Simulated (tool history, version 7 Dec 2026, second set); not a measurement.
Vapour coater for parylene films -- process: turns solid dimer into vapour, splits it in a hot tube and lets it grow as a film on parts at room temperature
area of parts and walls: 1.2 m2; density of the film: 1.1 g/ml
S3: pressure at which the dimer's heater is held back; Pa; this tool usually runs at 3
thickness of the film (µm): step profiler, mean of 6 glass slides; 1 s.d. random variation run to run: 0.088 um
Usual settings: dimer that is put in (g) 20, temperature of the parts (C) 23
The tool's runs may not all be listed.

run 1 day=0 | dimer_that_is_put_in_(g)=20 temperature_of_the_parts_(C)=23 S3=3 | thickness_of_the_film_(µm)=10.69
run 2 day=1.738 | dimer_that_is_put_in_(g)=20 temperature_of_the_parts_(C)=23 S3=3 | thickness_of_the_film_(µm)=10.54
run 3 day=3.733 | dimer_that_is_put_in_(g)=20 temperature_of_the_parts_(C)=23 S3=3 | thickness_of_the_film_(µm)=10.46
run 4 day=6.504 | dimer_that_is_put_in_(g)=20 temperature_of_the_parts_(C)=23 S3=3 | thickness_of_the_film_(µm)=10.34
run 5 day=7.946 | dimer_that_is_put_in_(g)=20 temperature_of_the_parts_(C)=23 S3=3 | thickness_of_the_film_(µm)=10.08
run 6 day=9.8 | dimer_that_is_put_in_(g)=20 temperature_of_the_parts_(C)=23 S3=3 | thickness_of_the_film_(µm)=10.11
run 7 day=12.367 | dimer_that_is_put_in_(g)=20 temperature_of_the_parts_(C)=23 S3=3 | thickness_of_the_film_(µm)=9.96
run 8 day=14.175 | dimer_that_is_put_in_(g)=20 temperature_of_the_parts_(C)=23 S3=3 | thickness_of_the_film_(µm)=9.74
run 9 day=15.542 | dimer_that_is_put_in_(g)=20 temperature_of_the_parts_(C)=23 S3=3 | thickness_of_the_film_(µm)=9.72
run 10 day=17.317 | dimer_that_is_put_in_(g)=20 temperature_of_the_parts_(C)=17 S3=3 | thickness_of_the_film_(µm)=12.07
run 11 day=18.846 | dimer_that_is_put_in_(g)=20 temperature_of_the_parts_(C)=23 S3=3 | thickness_of_the_film_(µm)=9.38
-- day=19.488 trap's valve overhauled
run 12 day=20.833 | dimer_that_is_put_in_(g)=19 temperature_of_the_parts_(C)=20 S3=10.8 | thickness_of_the_film_(µm)=9.37
run 13 day=23.279 | dimer_that_is_put_in_(g)=11 temperature_of_the_parts_(C)=22 S3=2.7 | thickness_of_the_film_(µm)=6.29
run 14 day=24.812 | dimer_that_is_put_in_(g)=22 temperature_of_the_parts_(C)=18 S3=3.35 | thickness_of_the_film_(µm)=13.71

The next listed run, before its measurement:
run 15 day=26.083 | dimer_that_is_put_in_(g)=19 temperature_of_the_parts_(C)=29 S3=4.98 | thickness_of_the_film_(µm)=?

Run 15 gave thickness of the film (µm) 7.44.
Were there no unlogged condition in the tool, this run, its random variation unchanged, would have produced thickness of the film (µm) 7.62.
